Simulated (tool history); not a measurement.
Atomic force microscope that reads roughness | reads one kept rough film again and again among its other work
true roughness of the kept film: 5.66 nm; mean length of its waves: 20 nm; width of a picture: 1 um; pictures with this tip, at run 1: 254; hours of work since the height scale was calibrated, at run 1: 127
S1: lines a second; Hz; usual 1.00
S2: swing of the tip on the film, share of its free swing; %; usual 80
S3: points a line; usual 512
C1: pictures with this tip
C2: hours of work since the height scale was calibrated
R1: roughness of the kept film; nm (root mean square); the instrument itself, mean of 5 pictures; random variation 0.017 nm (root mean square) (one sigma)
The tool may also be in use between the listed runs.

Run 1, hour 0.0: usual settings; C1 254; C2 127. Result: R1 3.367 nm (root mean square).
Run 2, hour 34.8: usual settings; C1 303; C2 151. Result: R1 3.253 nm (root mean square).
At hour 62.2: new tip fitted.
Run 3, hour 68.2: usual settings but S2 78 %; C1 8; C2 174. Result: R1 4.118 nm (root mean square).
Run 4, hour 83.9: usual settings but S1 2.08 Hz, S2 78 %; C1 30; C2 185. Result: R1 3.762 nm (root mean square).
Run 5, hour 120.0: usual settings; C1 81; C2 210. Result: R1 3.776 nm (root mean square).
Run 6, hour 149.8: usual settings; C1 123; C2 231. Result: R1 3.669 nm (root mean square).
Run 7, hour 179.1: usual settings; C1 164; C2 252. Result: R1 3.503 nm (root mean square).
Run 8, hour 215.7: usual settings but S2 88 %, S3 1000; C1 215; C2 277. Result: R1 3.254 nm (root mean square).
Run 9, hour 235.8: usual settings but S2 88 %, S3 1000; C1 243; C2 291. Result: R1 3.176 nm (root mean square).
Run 10, hour 254.1: usual settings but S2 88 %, S3 1000; C1 269; C2 304. Result: R1 3.148 nm (root mean square).
Run 11, hour 290.5: usual settings but S1 1.72 Hz, S2 68 %; C1 320; C2 330. Result: R1 3.076 nm (root mean square).
At hour 305.8: new tip fitted.
Run 12, hour 321.7: usual settings but S1 3.16 Hz, S2 79 %; C1 22; C2 351. Result: R1 3.487 nm (root mean square).
Run 13, hour 340.2: usual settings but S1 3.16 Hz, S2 67 %, S3 592; C1 48; C2 364. Result: R1 3.725 nm (root mean square).
Run 14, hour 368.7: usual settings but S1 0.50 Hz, S2 81 %; C1 88; C2 384. Result: R1 3.804 nm (root mean square).

The same runs without the tool's hidden state, with the same run-to-run variation:
The hidden state here: radius of the tip, nm; height scale over the true one, %; drift of the gauge itself on roughness_nm, %.
run     R1
  1  4.067
  2  4.106
  3  4.149
  4  3.885
  5  4.100
  6  4.140
  7  4.103
  8  3.993
  9  3.999
 10  4.050
 11  4.137
 12  3.645
 13  3.991
 14  4.235

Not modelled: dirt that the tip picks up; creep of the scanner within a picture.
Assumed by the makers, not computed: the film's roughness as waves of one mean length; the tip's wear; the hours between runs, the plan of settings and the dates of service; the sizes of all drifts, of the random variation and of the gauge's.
